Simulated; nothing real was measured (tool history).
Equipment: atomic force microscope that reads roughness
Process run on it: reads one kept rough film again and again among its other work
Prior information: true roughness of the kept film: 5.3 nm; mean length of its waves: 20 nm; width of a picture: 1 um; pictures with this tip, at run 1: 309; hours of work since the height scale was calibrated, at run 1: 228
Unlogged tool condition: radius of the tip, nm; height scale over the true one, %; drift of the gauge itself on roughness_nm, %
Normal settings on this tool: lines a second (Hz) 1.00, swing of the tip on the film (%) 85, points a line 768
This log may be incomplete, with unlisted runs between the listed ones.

run	hour	lines a second (Hz)	swing of the tip on the film (%)	points a line	pictures with this tip	hours of work since the height scale was calibrated	roughness of the kept film (nm (root mean square))
1	0.0	1.00	85	768	309	228	1.965
2	11.5	1.00	85	768	330	236	1.902
# hour 21.6: new tip fitted
3	34.8	1.00	71	768	24	250	3.464
4	50.8	1.00	71	768	52	260	3.240
5	62.4	0.73	85	768	73	267	3.073
6	84.5	1.00	85	768	113	281	2.786
7	109.4	1.00	85	768	158	297	2.542
8	125.4	1.00	85	768	186	307	2.419
# hour 127.6: height scale calibrated on a step standard
9	147.4	1.00	85	768	224	12	2.262
10	171.3	1.00	85	768	267	27	2.140
11	196.2	1.03	85	768	312	43	1.972
# hour 216.3: new tip fitted
12	217.0	1.03	85	768	1	56	3.635
13	227.1	1.03	85	768	19	62	3.454
14	248.3	1.03	85	768	57	75	3.149
# hour 253.2: height scale calibrated on a step standard, once more
15	265.9	1.00	69	639	87	8	3.015
16	283.9	2.20	84	768	120	19	2.565
17	298.4	1.00	64	388	146	28	2.636
18	311.1	1.00	62	458	168	36	2.553
19	327.0	0.93	55	264	197	46	2.388
20	349.3	0.56	61	337	237	60	2.273
21	372.0	0.56	61	337	278	74	2.117
22	392.9	1.00	76	768	315	87	1.974
# hour 411.3: new tip fitted
23	416.0	0.88	62	451	9	102	3.692
24	428.6	0.87	57	768	31	110	3.538

Table of differences, measured result less the result of that run with no hidden state. Run-to-run variation is the same in both. Gauge scatter possibly is not:
run	roughness of the kept film (nm (root mean square))
1	-1.693
2	-1.751
3	-0.286
4	-0.516
5	-0.653
6	-0.890
7	-1.120
8	-1.264
9	-1.410
10	-1.561
11	-1.665
12	-0.050
13	-0.203
14	-0.536
15	-0.774
16	-0.909
17	-1.119
18	-1.222
19	-1.330
20	-1.508
21	-1.646
22	-1.748
23	-0.115
24	-0.303

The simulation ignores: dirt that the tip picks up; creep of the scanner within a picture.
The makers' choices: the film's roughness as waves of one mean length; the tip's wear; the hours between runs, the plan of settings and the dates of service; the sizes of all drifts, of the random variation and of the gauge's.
